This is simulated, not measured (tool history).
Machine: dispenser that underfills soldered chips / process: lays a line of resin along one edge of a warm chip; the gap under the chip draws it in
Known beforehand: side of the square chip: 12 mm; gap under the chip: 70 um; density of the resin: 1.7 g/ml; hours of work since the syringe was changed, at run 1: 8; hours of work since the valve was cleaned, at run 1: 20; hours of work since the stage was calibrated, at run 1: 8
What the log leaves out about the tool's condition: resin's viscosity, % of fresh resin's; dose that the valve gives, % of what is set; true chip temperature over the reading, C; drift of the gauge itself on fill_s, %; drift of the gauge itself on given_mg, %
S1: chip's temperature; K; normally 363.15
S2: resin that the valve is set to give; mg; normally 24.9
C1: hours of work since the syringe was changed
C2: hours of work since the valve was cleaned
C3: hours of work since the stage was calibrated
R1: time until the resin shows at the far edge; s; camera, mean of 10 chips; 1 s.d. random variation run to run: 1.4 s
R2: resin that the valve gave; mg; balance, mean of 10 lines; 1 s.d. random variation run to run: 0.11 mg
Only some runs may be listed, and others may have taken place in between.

run   hour      S1    S2  C1   C2  C3     R1     R2
  1    0.0  363.15  24.9   8   20   8  200.0  24.60
       2.2  -- new syringe of resin
  2    4.5  363.15  24.9   2   24  11  148.2  24.76
  3    7.4  366.15  24.9   4   26  13  142.1  24.67
  4   11.7  366.15  24.9   7   29  16  164.3  24.60
      15.2  -- new syringe of resin
  5   17.9  366.15  24.9   2   33  21  129.7  24.51
  6   20.6  353.15  24.9   4   35  23  269.1  24.53
  7   23.5  353.15  24.9   6   37  25  293.7  24.47
  8   26.4  353.15  24.9   8   40  27  328.7  24.43
      28.2  -- new syringe of resin
  9   29.3  353.15  24.9   1   41  29  232.3  24.42
 10   32.7  353.15  24.9   3   44  31  263.7  24.41
 11   37.2  353.15  24.9   7   47  35  306.0  24.46
 12   40.6  353.15  24.9   9   50  37  341.6  24.39
      41.3  -- new syringe of resin
 13   45.1  357.15  24.9   3   53  40  209.8  24.27
 14   51.4  357.15  24.9   8   58  45  265.0  24.36
      54.2  -- new syringe of resin
 15   58.0  353.15  24.8   3   62  50  261.4  24.25
 16   60.9  348.15  25.7   5   64  52  373.7  25.03
 17   65.9  361.15  24.6   9   68  55  236.3  23.81
      67.2  -- new syringe of resin
 18   71.5  361.15  24.6   3   72  59  177.1  23.86
 19   77.4  363.15  26.6   8   76  64  194.3  25.76
      80.4  -- new syringe of resin
 20   82.9  363.15  26.6   2   80  68  152.6  25.87
 21   86.5  377.15  24.6   5   83  70   93.3  23.97
 22   91.7  378.15  22.4   8   87  74  111.1  21.63
      93.3  -- new syringe of resin
 23   95.4  355.15  21.3   2   89  77  232.4  20.76
 24  100.7  371.15  29.4   5   93  81  121.3  28.48
 25  105.3  371.15  29.4   9   97  84  142.6  28.24
     106.5  -- new syringe of resin
 26  110.9  373.15  21.2   3  100  88  109.1  20.44

Alternative continuations, all from the tool just after run 26; predict every row:
  A  115.8  355.15  24.9   7  104  91   ?   ?
  B  115.8  364.15  29.8   7  104  91   ?   ?
  C  115.8  350.15  21.2   7  104  91   ?   ?
  D  115.8  372.15  30.0   7  104  91   ?   ?

run     R1     R2
  A  278.7  24.10
  B  180.6  28.73
  C  376.0  20.27
  D  124.9  28.80
With the hidden condition removed and each run's random variation left untouched, the same runs would have given:
run     R1     R2
  A  200.4  25.09
  B  130.7  29.92
  C  268.2  21.11
  D   90.4  29.99
